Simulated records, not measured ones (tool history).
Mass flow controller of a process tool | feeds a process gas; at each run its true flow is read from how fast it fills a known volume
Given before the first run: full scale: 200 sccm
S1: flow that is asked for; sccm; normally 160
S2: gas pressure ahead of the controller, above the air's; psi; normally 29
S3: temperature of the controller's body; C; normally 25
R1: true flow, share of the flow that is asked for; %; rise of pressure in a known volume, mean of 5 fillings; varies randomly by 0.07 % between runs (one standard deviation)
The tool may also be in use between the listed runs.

run      day   S1    S2  S3      R1
  1        0  160    29  25    99.4
  2    4.054  160    29  25   99.58
  3    8.125  160    29  25   99.92
  4   11.979  160    29  25  100.12
  5   15.875  160    29  25  100.18
  6   19.921  160    29  25  100.59
  7   22.171  160    29  25  100.81
  8   24.708  160    29  25  100.81
  9   27.346  119    29  25  100.33
 10   29.992  119    29  25  100.49
 11   33.158   38    29  25   99.18
 12   35.242  160    29  25  101.56
      35.883  -- gauge calibrated
 13   39.279  160  25.5  25   99.33
 14   42.183  160  25.5  25   99.56
 15   46.062  160  25.5  25   99.94
 16   47.758  160  25.5  25   99.91
 17   49.958  160  25.5  25  100.21
 18   53.358  160  25.5  25  100.22
 19   57.396  160    29  25  100.63
 20   60.629  160    29  25  100.86
 21   64.621   35  23.6  27   98.71
 22   67.729   21    29  27   98.65
 23   71.142  178  29.2  27  101.58
 24   74.988   23  29.2  26   99.41
 25   78.954   23  29.2  26   99.58
 26   80.688   31  38.7  27  100.03
 27    83.15   65  35.7  27  100.58
 28   86.621   65  35.7  27  100.85
 29   89.404   94  21.2  37   99.96
 30   93.392  160  35.7  25  103.24
 31   96.196  160  35.7  25  103.44
 32   99.662  160  35.7  25  103.72
 33  102.029  160  35.7  25  103.84
 34  104.358   24  33.5  32  100.61
 35  106.317  111  22.5  23  102.91
 36  108.746  154    29  23  104.19
 37  112.317   29  40.5  35  101.21
 38  114.692   82  40.5  35   102.4
 39  118.642   86    29  33  102.44
 40  121.142   29    38  30  102.24

Branching from run 40: 5 alternative next runs. What would each branch give?
  A  123.633  164    29  37   ?
  B  123.633   90  33.2  24   ?
  C  123.633   68    29  35   ?
  D  123.633  102  30.9  31   ?
  E  123.633   29  27.6  39   ?

run      R1
  A  103.69
  B  103.95
  C  102.29
  D  103.31
  E  100.98
With the hidden condition removed and each run's random variation left untouched, the same runs would have given:
run     R1
  A  98.12
  B  98.37
  C   96.8
  D  97.77
  E  95.58
